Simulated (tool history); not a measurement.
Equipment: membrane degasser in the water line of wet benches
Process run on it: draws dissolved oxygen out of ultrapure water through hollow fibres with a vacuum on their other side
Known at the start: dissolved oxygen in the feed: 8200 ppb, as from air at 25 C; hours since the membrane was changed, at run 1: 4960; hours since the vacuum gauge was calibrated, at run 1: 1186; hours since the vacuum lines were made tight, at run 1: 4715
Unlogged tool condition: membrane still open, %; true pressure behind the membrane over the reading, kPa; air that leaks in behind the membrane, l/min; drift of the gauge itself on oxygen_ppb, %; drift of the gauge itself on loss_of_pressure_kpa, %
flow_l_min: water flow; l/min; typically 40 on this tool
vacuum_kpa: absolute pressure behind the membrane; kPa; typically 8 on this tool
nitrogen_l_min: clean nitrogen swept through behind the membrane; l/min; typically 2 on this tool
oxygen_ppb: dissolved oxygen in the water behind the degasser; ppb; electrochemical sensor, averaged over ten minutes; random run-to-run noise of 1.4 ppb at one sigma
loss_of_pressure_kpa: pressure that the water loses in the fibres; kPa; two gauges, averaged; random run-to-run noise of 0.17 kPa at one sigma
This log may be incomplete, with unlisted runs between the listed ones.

run    hour  flow_l_min  vacuum_kpa  nitrogen_l_min  hours since the membrane was changed  hours since the vacuum gauge was calibrated  hours since the vacuum lines were made tight  oxygen_ppb  loss_of_pressure_kpa
  1       0          40           8               2                                  4960                                         1186                                          4715       239.1                 57.21
  2    92.3          40           8               2                                  5052                                         1279                                          4807       242.1                  57.2
  3   217.4          40           8               2                                  5177                                         1404                                          4932       239.3                 57.29
  4   348.4          40           8               2                                  5308                                         1535                                          5063       242.7                 57.23
  5     440          40           8               2                                  5400                                         1626                                          5155       239.4                 57.38
  6   530.9          40           8               2                                  5491                                         1717                                          5246       241.2                 57.24
      593.2  -- seals of the vacuum lines changed
  7   617.6          50           8               2                                  5575                                         1802                                            24       316.7                 71.76
  8     727          50           8               2                                  5685                                         1911                                           134       316.9                 71.68
  9   897.5          50           8               2                                  5855                                         2082                                           304       319.4                 71.54
 10  1050.9          50           8               2                                  6009                                         2235                                           458       318.1                 71.25
 11  1122.6          40           8               2                                  6080                                         2307                                           529       243.5                 57.27
 12  1264.2          40           8               2                                  6222                                         2449                                           671         243                 56.96
 13  1429.8          40       10.27               2                                  6387                                         2614                                           837       342.1                 57.16
 14  1571.3          40           8               2                                  6529                                         2756                                           978       244.9                 57.07
 15  1743.8          40           8               2                                  6701                                         2928                                          1151       243.5                  57.2
 16  1914.8          61        9.89            1.74                                  6872                                         3099                                          1322         571                 87.34
 17  2055.2          37        8.98            3.43                                  7013                                         3239                                          1462       172.3                 52.73
 18  2160.3          40        8.71            1.79                                  7118                                         3345                                          1567       301.7                 57.47
     2261.8  -- gauge calibrated
 19  2282.2          45       10.45               2                                  7240                                         3467                                          1689         385                 64.27
 20  2426.4          45       10.45               2                                  7384                                         3611                                          1833       391.8                 64.18
 21  2496.5          45       10.45               2                                  7454                                         3681                                          1903       390.4                 64.52
 22  2607.3          45       10.45               2                                  7565                                         3792                                          2014         393                 64.49
 23  2692.5          53        6.78            5.17                                  7650                                         3877                                          2099       159.6                  75.7
 24  2793.2          40           8            4.98                                  7751                                         3978                                          2200       123.5                 57.08
 25  2865.4          29           8               2                                  7823                                         4050                                          2272       170.1                 41.26
 26  2971.4          35        12.7            1.19                                  7929                                         4156                                          2378       584.5                 49.78
 27  3086.2          35        12.7            1.19                                  8044                                         4271                                          2493       586.5                 50.08

How would selected steps in oxygen_ppb from run to run divide? Give the signed amount a tool lacking its hidden state would still show from settings, what came in and random variation, and the signed amount left for the hidden state, including any gauge scatter that is not in both of the compared results.
Run 15 -> 16: flow_l_min 40 -> 61, vacuum_kpa 8 -> 9.89, nitrogen_l_min 2 -> 1.74. oxygen_ppb +327.5 ppb: hidden state +8.6, all else +318.9.
Run 16 -> 17: flow_l_min 61 -> 37, vacuum_kpa 9.89 -> 8.98, nitrogen_l_min 1.74 -> 3.43. oxygen_ppb -398.7 ppb: hidden state -9.6, all else -389.1.
Run 25 -> 26: flow_l_min 29 -> 35, vacuum_kpa 8 -> 12.7, nitrogen_l_min 2 -> 1.19. oxygen_ppb +414.4 ppb: hidden state +4.2, all else +410.2.

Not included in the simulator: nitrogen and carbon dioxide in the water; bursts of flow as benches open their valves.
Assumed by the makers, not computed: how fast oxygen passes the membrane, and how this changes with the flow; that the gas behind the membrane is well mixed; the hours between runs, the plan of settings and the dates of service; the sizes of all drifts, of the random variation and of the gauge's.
